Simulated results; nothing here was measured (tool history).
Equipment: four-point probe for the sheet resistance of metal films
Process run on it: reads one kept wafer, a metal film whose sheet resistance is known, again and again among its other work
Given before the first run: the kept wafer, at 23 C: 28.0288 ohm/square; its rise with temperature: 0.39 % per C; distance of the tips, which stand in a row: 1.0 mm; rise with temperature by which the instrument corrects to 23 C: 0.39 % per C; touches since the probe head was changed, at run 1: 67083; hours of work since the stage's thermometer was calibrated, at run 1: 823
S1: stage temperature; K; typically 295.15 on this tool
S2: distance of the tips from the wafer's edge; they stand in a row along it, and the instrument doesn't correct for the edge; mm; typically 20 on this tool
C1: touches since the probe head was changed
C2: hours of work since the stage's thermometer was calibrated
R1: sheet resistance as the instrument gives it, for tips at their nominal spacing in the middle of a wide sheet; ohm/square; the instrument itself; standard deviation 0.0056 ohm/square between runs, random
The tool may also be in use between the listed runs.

| run | day | S1 | S2 | C1 | C2 | R1 |
|---|---|---|---|---|---|---|
| 1 | 0 | 295.15 | 20 | 67083 | 823 | 28.074693 |
| 2 | 0.908 | 297.15 | 20 | 68413 | 840 | 28.064944 |
| 3 | 2.146 | 297.15 | 13 | 70226 | 862 | 28.109696 |
| 4 | 3.096 | 297.15 | 13 | 71617 | 879 | 28.123781 |
| 5 | 4.175 | 297.15 | 13 | 73194 | 898 | 28.123193 |
| 6 | 5.908 | 297.15 | 13 | 75735 | 930 | 28.117392 |
| 7 | 6.988 | 295.15 | 9 | 77315 | 949 | 28.21472 |
| 8 | 8.896 | 295.15 | 19 | 80110 | 983 | 28.066267 |
| 9 | 10.446 | 295.15 | 20 | 82376 | 1011 | 28.0679 |
| 10 | 12.004 | 295.15 | 20 | 84661 | 1039 | 28.068944 |
| 11 | 13.529 | 295.15 | 20 | 86892 | 1067 | 28.063138 |
| 12 | 14.654 | 295.15 | 20 | 88538 | 1087 | 28.06422 |
| 13 | 15.867 | 295.15 | 20 | 90313 | 1109 | 28.064703 |
| 14 | 17.092 | 295.15 | 20 | 92111 | 1131 | 28.066271 |
| 15 | 19.046 | 295.15 | 20 | 94968 | 1166 | 28.069831 |
| 16 | 20.779 | 295.15 | 20 | 97509 | 1197 | 28.056969 |
| 17 | 22.4 | 295.15 | 20 | 99883 | 1226 | 28.059377 |
| 18 | 23.512 | 295.15 | 20 | 101510 | 1246 | 28.066836 |
| 19 | 25.162 | 295.15 | 20 | 103924 | 1276 | 28.066994 |
| 20 | 27.038 | 295.15 | 20 | 106674 | 1309 | 28.070854 |
| 21 | 28.988 | 295.15 | 20 | 109527 | 1344 | 28.062579 |
| 22 | 29.854 | 295.15 | 20 | 110795 | 1360 | 28.06652 |
| 23 | 31.825 | 296.15 | 19 | 113678 | 1395 | 28.079078 |
|  | 32.304 | new probe head fitted |
|  | 33.233 | stage's thermometer calibrated |
| 24 | 33.821 | 297.15 | 72 | 2192 | 11 | 28.041381 |
| 25 | 34.85 | 300.15 | 11 | 3699 | 29 | 28.148545 |
| 26 | 36.067 | 300.15 | 11 | 5481 | 51 | 28.156308 |
| 27 | 37.65 | 302.15 | 20 | 7802 | 79 | 28.069914 |
| 28 | 39.621 | 297.15 | 21 | 10685 | 115 | 28.064046 |
| 29 | 41.575 | 304.15 | 28 | 13548 | 150 | 28.046383 |
| 30 | 43.025 | 304.15 | 28 | 15667 | 176 | 28.057245 |
| 31 | 44.771 | 304.15 | 9 | 18224 | 207 | 28.215537 |
| 32 | 45.75 | 304.15 | 9 | 19661 | 225 | 28.22445 |
| 33 | 46.621 | 304.15 | 9 | 20934 | 241 | 28.217714 |
| 34 | 47.879 | 304.15 | 12 | 22776 | 263 | 28.144164 |
| 35 | 49.654 | 302.15 | 68 | 25377 | 295 | 28.036652 |
| 36 | 50.779 | 302.15 | 68 | 27023 | 315 | 28.035108 |
| 37 | 52.417 | 302.15 | 11 | 29418 | 345 | 28.160893 |
| 38 | 53.496 | 299.15 | 11 | 30999 | 364 | 28.151278 |
| 39 | 55.204 | 299.15 | 11 | 33500 | 395 | 28.154921 |
| 40 | 56.242 | 300.15 | 33 | 35023 | 414 | 28.040485 |
| 41 | 58.167 | 301.15 | 19 | 37841 | 448 | 28.069975 |
| 42 | 59.604 | 301.15 | 29 | 39946 | 474 | 28.054902 |
| 43 | 60.967 | 301.15 | 29 | 41938 | 498 | 28.054918 |
| 44 | 62.283 | 294.15 | 50 | 43863 | 522 | 28.035393 |

Each row is a separate what-if for the run after 44, all from the same tool condition, not one after another. Results?
| A | 63.104 | 298.15 | 4 | 45069 | 537 | ? |
| B | 63.104 | 296.15 | 27 | 45069 | 537 | ? |
| C | 63.104 | 295.15 | 3 | 45069 | 537 | ? |
| D | 63.104 | 296.15 | 45 | 45069 | 537 | ? |

| run | R1 |
|---|---|
| A | 28.947945 |
| B | 28.051057 |
| C | 29.600873 |
| D | 28.03834 |
Had the tool no hidden state, the same runs would have come out as:
| run | R1 |
|---|---|
| A | 28.946306 |
| B | 28.049464 |
| C | 29.599198 |
| D | 28.036747 |
